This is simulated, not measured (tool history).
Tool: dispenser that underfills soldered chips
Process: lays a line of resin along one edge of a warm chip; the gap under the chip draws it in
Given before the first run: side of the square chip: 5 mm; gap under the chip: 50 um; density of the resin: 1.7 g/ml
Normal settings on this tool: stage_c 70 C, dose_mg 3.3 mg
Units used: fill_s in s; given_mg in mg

run	day	stage_c	dose_mg	fill_s	given_mg
1	0	70	3.3	30	3.26
# day 0.225: new syringe of resin
2	0.225	70	3.3	16.2	3.26
3	0.471	70	3.3	24.7	3.26
4	0.675	57	3.3	69.3	3.26
# day 0.775: new syringe of resin
5	1.125	70	3.64	30.4	3.58
# day 1.333: new syringe of resin
6	1.371	70	3.64	17.6	3.55
7	1.717	70	3.64	31.8	3.53
# day 1.879: new syringe of resin
# day 1.954: dispensing valve cleaned and set on the balance
8	2.175	76	3.3	19.7	3.28
# day 2.475: new syringe of resin
9	2.483	76	3.7	12.7	3.69
10	2.892	76	3.7	25	3.66
# day 3.05: new syringe of resin
11	3.288	76	3.7	19.1	3.63
# day 3.604: new syringe of resin
12	3.7	76	3.7	14.2	3.65
13	3.925	70	3.3	28.1	3.26
# day 4.175: new syringe of resin
14	4.317	70	3.3	20.9	3.24
15	4.696	70	3.3	39.6	3.23
# day 4.746: new syringe of resin
16	4.908	70	4.3	21.1	4.21
# day 5.288: new syringe of resin
17	5.308	75	4	12.4	3.89
18	5.596	65	2.96	35.5	2.88
# day 5.704: dispensing valve cleaned and set on the balance
# day 5.879: new syringe of resin
19	5.883	62	2.89	25.2	2.89
20	6.288	62	2.89	47.8	2.86
# day 6.429: new syringe of resin
21	6.483	62	2.89	27.4	2.87
22	6.838	62	2.89	48.6	2.86
# day 6.983: new syringe of resin
23	7.188	61	3.06	35.9	3.03
# day 7.529: new syringe of resin
24	7.617	61	3.06	29.4	3.03
25	7.896	61	3.06	46.7	3.01
# day 8.083: new syringe of resin
26	8.183	70	3.9	18.6	3.83
27	8.433	70	3.9	28.5	3.81
# day 8.629: new syringe of resin
28	8.746	64	3.48	25.8	3.41
29	8.975	64	3.48	38.9	3.4

What if the next run were any one of these 5? Each begins from the tool's condition after run 29:
# day 9.192: new syringe of resin
A	9.329	55	3.34	?	?
# day 9.192: new syringe of resin
B	9.329	85	3.48	?	?
# day 9.192: new syringe of resin
C	9.329	60	3.48	?	?
# day 9.192: new syringe of resin
D	9.329	58	3.34	?	?
# day 9.192: new syringe of resin
E	9.329	64	3.81	?	?

run	fill_s	given_mg
A	43.4	3.26
B	9.8	3.39
C	33	3.38
D	36.5	3.24
E	26.9	3.71
Take away the tool's hidden state, keep each run's random variation, and the runs would have read:
run	fill_s	given_mg
A	37.9	3.35
B	8.4	3.49
C	28.8	3.48
D	31.8	3.33
E	23.5	3.81
